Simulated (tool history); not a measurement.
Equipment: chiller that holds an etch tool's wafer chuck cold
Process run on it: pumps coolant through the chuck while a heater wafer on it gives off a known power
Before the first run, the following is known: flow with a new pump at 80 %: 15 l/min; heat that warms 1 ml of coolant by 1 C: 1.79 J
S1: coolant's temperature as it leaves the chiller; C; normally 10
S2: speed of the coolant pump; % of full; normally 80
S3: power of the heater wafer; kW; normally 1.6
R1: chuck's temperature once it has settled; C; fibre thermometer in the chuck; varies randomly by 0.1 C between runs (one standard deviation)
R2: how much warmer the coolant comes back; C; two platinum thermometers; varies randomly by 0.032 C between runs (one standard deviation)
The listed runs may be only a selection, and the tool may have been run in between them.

Run 1, hour 0: usual settings. Result: R1 25.2 C, R2 3.68 C.
Run 2, hour 50.2: usual settings. Result: R1 25.5 C, R2 3.63 C.
Run 3, hour 118: usual settings but S1 2 C. Result: R1 17.1 C, R2 3.65 C.
Run 4, hour 173.2: usual settings. Result: R1 25.1 C, R2 3.69 C.
Run 5, hour 212.3: usual settings. Result: R1 25.3 C, R2 3.68 C.
Run 6, hour 247.6: usual settings but S3 0.863 kW. Result: R1 18 C, R2 2.06 C.
Run 7, hour 304.2: usual settings. Result: R1 25.2 C, R2 3.66 C.
Run 8, hour 342: usual settings but S1 3 C. Result: R1 18 C, R2 3.71 C.
Run 9, hour 409.1: usual settings but S3 0.912 kW. Result: R1 18.7 C, R2 2.06 C.
Run 10, hour 444.1: usual settings but S2 68 % of full. Result: R1 27.6 C, R2 4.41 C.
Run 11, hour 488.7: usual settings. Result: R1 25.1 C, R2 3.66 C.
Run 12, hour 556.3: usual settings. Result: R1 25.4 C, R2 3.69 C.
Run 13, hour 629.5: usual settings but S3 1.335 kW. Result: R1 22.7 C, R2 3.04 C.
Run 14, hour 677.6: usual settings but S1 14 C, S3 1.335 kW. Result: R1 26.8 C, R2 3.07 C.
Run 15, hour 732.9: usual settings but S1 17 C. Result: R1 32.5 C, R2 3.74 C.
Run 16, hour 779.6: usual settings but S1 17 C. Result: R1 32.3 C, R2 3.67 C.
Run 17, hour 855.1: usual settings but S1 8 C, S2 83 % of full, S3 1.36 kW. Result: R1 20.5 C, R2 3.03 C.
Run 18, hour 917.5: usual settings but S1 11 C, S2 68 % of full, S3 2.044 kW. Result: R1 33.7 C, R2 5.56 C.
Run 19, hour 962.3: usual settings but S1 11 C, S2 68 % of full, S3 2.044 kW. Result: R1 33.8 C, R2 5.58 C.
At hour 969.2: chiller's thermometer calibrated.
Run 20, hour 1031.1: usual settings but S3 1.89 kW. Result: R1 28.2 C, R2 4.4 C.
Run 21, hour 1070.8: usual settings but S1 3 C, S2 66 % of full, S3 1.321 kW. Result: R1 18.1 C, R2 3.73 C.
Run 22, hour 1111.1: usual settings but S1 2 C, S2 95 % of full, S3 2.36 kW. Result: R1 21.4 C, R2 4.6 C.
Run 23, hour 1157.5: usual settings but S1 19 C, S2 89 % of full, S3 1.603 kW. Result: R1 33 C, R2 3.33 C.
Run 24, hour 1211.7: usual settings but S1 19 C, S2 89 % of full, S3 1.603 kW. Result: R1 33 C, R2 3.32 C.
Run 25, hour 1256: usual settings but S1 4 C, S2 67 % of full, S3 1.603 kW. Result: R1 22.2 C, R2 4.42 C.
At hour 1285.7: chiller's thermometer calibrated, once more.
Run 26, hour 1311.9: usual settings but S1 5 C, S2 62 % of full, S3 1.603 kW. Result: R1 24.7 C, R2 4.83 C.
Run 27, hour 1361.6: usual settings but S1 5 C, S2 62 % of full, S3 1.603 kW. Result: R1 24.4 C, R2 4.81 C.
Run 28, hour 1395.9: usual settings but S1 7 C, S3 1.769 kW. Result: R1 24.3 C, R2 4.06 C.
Run 29, hour 1472: usual settings but S1 2 C, S2 86 % of full, S3 1.223 kW. Result: R1 13.2 C, R2 2.61 C.
Run 30, hour 1522.9: usual settings but S1 2 C, S2 86 % of full, S3 1.223 kW. Result: R1 13.2 C, R2 2.62 C.
Run 31, hour 1574.4: usual settings but S1 7 C, S2 66 % of full, S3 1.43 kW. Result: R1 23.7 C, R2 4.06 C.
Run 32, hour 1625.9: usual settings but S1 14 C, S2 65 % of full, S3 1.43 kW. Result: R1 30.8 C, R2 4.14 C.

Branching from run 32: 3 alternative next runs. What would each branch give?
Run A, hour 1698.1: usual settings but S1 16 C, S2 65 % of full, S3 1.063 kW. Result: R1 ?, R2 ?.
Run B, hour 1698.1: usual settings but S1 12 C, S2 81 % of full. Result: R1 ?, R2 ?.
Run C, hour 1698.1: usual settings but S2 64 % of full, S3 2.16 kW. Result: R1 ?, R2 ?.

run    R1    R2
  A  28.6  3.01
  B  27.7  3.68
  C  35.9  6.29
The same runs, with their run-to-run variation unchanged, on a tool lacking any hidden condition would have given:
run    R1    R2
  A  27.6  2.89
  B  26.4  3.54
  C  33.8  6.05

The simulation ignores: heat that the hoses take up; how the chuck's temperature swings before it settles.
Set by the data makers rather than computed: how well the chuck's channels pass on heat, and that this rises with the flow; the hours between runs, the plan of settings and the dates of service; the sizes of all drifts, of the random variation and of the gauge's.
